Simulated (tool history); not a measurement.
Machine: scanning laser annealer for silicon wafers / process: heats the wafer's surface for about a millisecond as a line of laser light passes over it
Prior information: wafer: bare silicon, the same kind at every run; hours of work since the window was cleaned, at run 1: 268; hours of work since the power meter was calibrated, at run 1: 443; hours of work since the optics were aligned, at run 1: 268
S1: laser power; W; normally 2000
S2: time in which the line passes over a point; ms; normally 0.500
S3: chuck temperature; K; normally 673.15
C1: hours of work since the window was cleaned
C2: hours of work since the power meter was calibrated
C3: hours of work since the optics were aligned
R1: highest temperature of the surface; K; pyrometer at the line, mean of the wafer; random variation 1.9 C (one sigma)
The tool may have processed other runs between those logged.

Run 1, day 0.000: usual settings; C1 268; C2 443; C3 268. Result: R1 1464.15 K.
Run 2, day 2.688: usual settings but S3 689.15 K; C1 316; C2 491; C3 316. Result: R1 1478.15 K.
At day 5.471: window over the wafer cleaned.
Run 3, day 6.100: usual settings but S3 689.15 K; C1 11; C2 550; C3 376. Result: R1 1504.15 K.
Run 4, day 7.692: usual settings but S3 689.15 K; C1 40; C2 578; C3 404. Result: R1 1497.15 K.
Run 5, day 9.938: usual settings but S3 689.15 K; C1 80; C2 619; C3 444. Result: R1 1498.15 K.
Run 6, day 13.262: usual settings but S1 1785 W, S3 689.15 K; C1 139; C2 678; C3 503. Result: R1 1411.15 K.
Run 7, day 15.996: usual settings but S1 1785 W, S3 689.15 K; C1 188; C2 727; C3 552. Result: R1 1409.15 K.
Run 8, day 18.183: usual settings but S1 1785 W, S3 689.15 K; C1 227; C2 766; C3 591. Result: R1 1404.15 K.
Run 9, day 19.971: usual settings but S1 1785 W, S3 689.15 K; C1 259; C2 797; C3 623. Result: R1 1400.15 K.
Run 10, day 23.217: usual settings but S1 1785 W, S3 689.15 K; C1 316; C2 855; C3 681. Result: R1 1399.15 K.
At day 25.996: window over the wafer cleaned.
Run 11, day 25.996: usual settings but S1 1985 W; C1 0; C2 903; C3 729. Result: R1 1477.15 K.
Run 12, day 28.633: usual settings but S1 1985 W; C1 47; C2 950; C3 776. Result: R1 1472.15 K.
Run 13, day 30.571: usual settings but S1 1985 W; C1 82; C2 985; C3 811. Result: R1 1470.15 K.
Run 14, day 32.554: usual settings but S1 1985 W; C1 117; C2 1020; C3 846. Result: R1 1473.15 K.
Run 15, day 34.300: usual settings but S1 1985 W; C1 148; C2 1051; C3 877. Result: R1 1466.15 K.
Run 16, day 36.054: usual settings but S1 1985 W; C1 179; C2 1083; C3 908. Result: R1 1461.15 K.
Run 17, day 37.658: usual settings but S1 1985 W; C1 208; C2 1111; C3 937. Result: R1 1462.15 K.
Run 18, day 40.792: usual settings; C1 264; C2 1167; C3 993. Result: R1 1462.15 K.
Run 19, day 44.083: usual settings; C1 323; C2 1226; C3 1052. Result: R1 1456.15 K.
Run 20, day 45.892: usual settings; C1 355; C2 1258; C3 1084. Result: R1 1457.15 K.
At day 46.683: window over the wafer cleaned.
Run 21, day 48.408: usual settings but S1 1844 W, S3 698.15 K; C1 31; C2 1302; C3 1127. Result: R1 1443.15 K.
Run 22, day 50.062: usual settings but S1 1844 W, S3 698.15 K; C1 60; C2 1331; C3 1157. Result: R1 1444.15 K.
Run 23, day 52.729: usual settings but S1 1770 W, S3 656.15 K; C1 108; C2 1379; C3 1204. Result: R1 1370.15 K.
Run 24, day 54.529: usual settings but S1 2086 W, S3 670.15 K; C1 140; C2 1411; C3 1236. Result: R1 1500.15 K.
Run 25, day 56.338: usual settings but S2 0.367 ms, S3 641.15 K; C1 172; C2 1443; C3 1269. Result: R1 1311.15 K.
Run 26, day 58.175: usual settings but S2 0.467 ms, S3 695.15 K; C1 205; C2 1476; C3 1301. Result: R1 1457.15 K.
Run 27, day 60.492: usual settings but S2 0.550 ms, S3 636.15 K; C1 246; C2 1517; C3 1343. Result: R1 1467.15 K.
Run 28, day 62.458: usual settings but S2 0.550 ms, S3 636.15 K; C1 281; C2 1552; C3 1378. Result: R1 1465.15 K.
Run 29, day 64.042: usual settings but S1 1774 W, S2 0.354 ms, S3 650.15 K; C1 310; C2 1580; C3 1406. Result: R1 1226.15 K.
Run 30, day 66.950: usual settings but S1 1774 W, S2 0.354 ms, S3 650.15 K; C1 361; C2 1632; C3 1458. Result: R1 1223.15 K.
At day 67.267: window over the wafer cleaned.
Run 31, day 70.162: usual settings but S1 2189 W, S2 0.354 ms, S3 650.15 K; C1 52; C2 1688; C3 1514. Result: R1 1369.15 K.
At day 71.546: optics aligned, line set to its width.
Run 32, day 73.046: usual settings but S2 0.513 ms, S3 672.15 K; C1 99; C2 1736; C3 27. Result: R1 1485.15 K.
Run 33, day 74.762: usual settings but S1 2159 W, S2 0.428 ms, S3 684.15 K; C1 130; C2 1767; C3 57. Result: R1 1474.15 K.
Run 34, day 77.208: usual settings but S1 2159 W, S2 0.428 ms, S3 684.15 K; C1 174; C2 1810; C3 101. Result: R1 1468.15 K.
Run 35, day 78.925: usual settings but S1 2055 W, S2 0.415 ms, S3 633.15 K; C1 204; C2 1841; C3 132. Result: R1 1368.15 K.
Run 36, day 81.133: usual settings but S1 2055 W, S2 0.439 ms, S3 633.15 K; C1 244; C2 1880; C3 171. Result: R1 1388.15 K.
Run 37, day 84.004: usual settings but S1 1773 W, S3 659.15 K; C1 295; C2 1931; C3 222. Result: R1 1361.15 K.
Run 38, day 87.121: usual settings but S1 1773 W, S3 659.15 K; C1 350; C2 1987; C3 278. Result: R1 1358.15 K.
At day 88.029: window over the wafer cleaned.
Run 39, day 89.542: usual settings but S1 1773 W, S3 659.15 K; C1 27; C2 2029; C3 319. Result: R1 1382.15 K.
Run 40, day 92.275: usual settings but S1 1773 W, S3 659.15 K; C1 76; C2 2077; C3 368. Result: R1 1374.15 K.

Pick out some run-to-run changes in R1. Of each, how much would a tool without hidden state show as well, from the settings, what came in and chance, and how much is left for the hidden state and any gauge scatter not in both results compared?
Unlogged tool condition in this case: light that passes the window, % of a clean one's; laser's true power over the reading, %; width of the line over the set one, %; drift of the gauge itself on peak_c, C.
Run 2 -> 3: window over the wafer cleaned. R1 +26.00 K: hidden state +26.00, all else +0.00.
Run 20 -> 21: S1 2000 -> 1844, S3 673.15 -> 698.15, window over the wafer cleaned. R1 -14.00 K: hidden state +26.00, all else -40.00.
Run 24 -> 25: S1 2086 -> 2000, S2 0.500 -> 0.367, S3 670.15 -> 641.15. R1 -189.00 K: hidden state +2.00, all else -191.00.
Run 25 -> 26: S2 0.367 -> 0.467, S3 641.15 -> 695.15. R1 +146.00 K: hidden state -5.00, all else +151.00.
Run 28 -> 29: S1 2000 -> 1774, S2 0.550 -> 0.354, S3 636.15 -> 650.15. R1 -239.00 K: hidden state +9.00, all else -248.00.
Run 38 -> 39: window over the wafer cleaned. R1 +24.00 K: hidden state +21.00, all else +3.00.
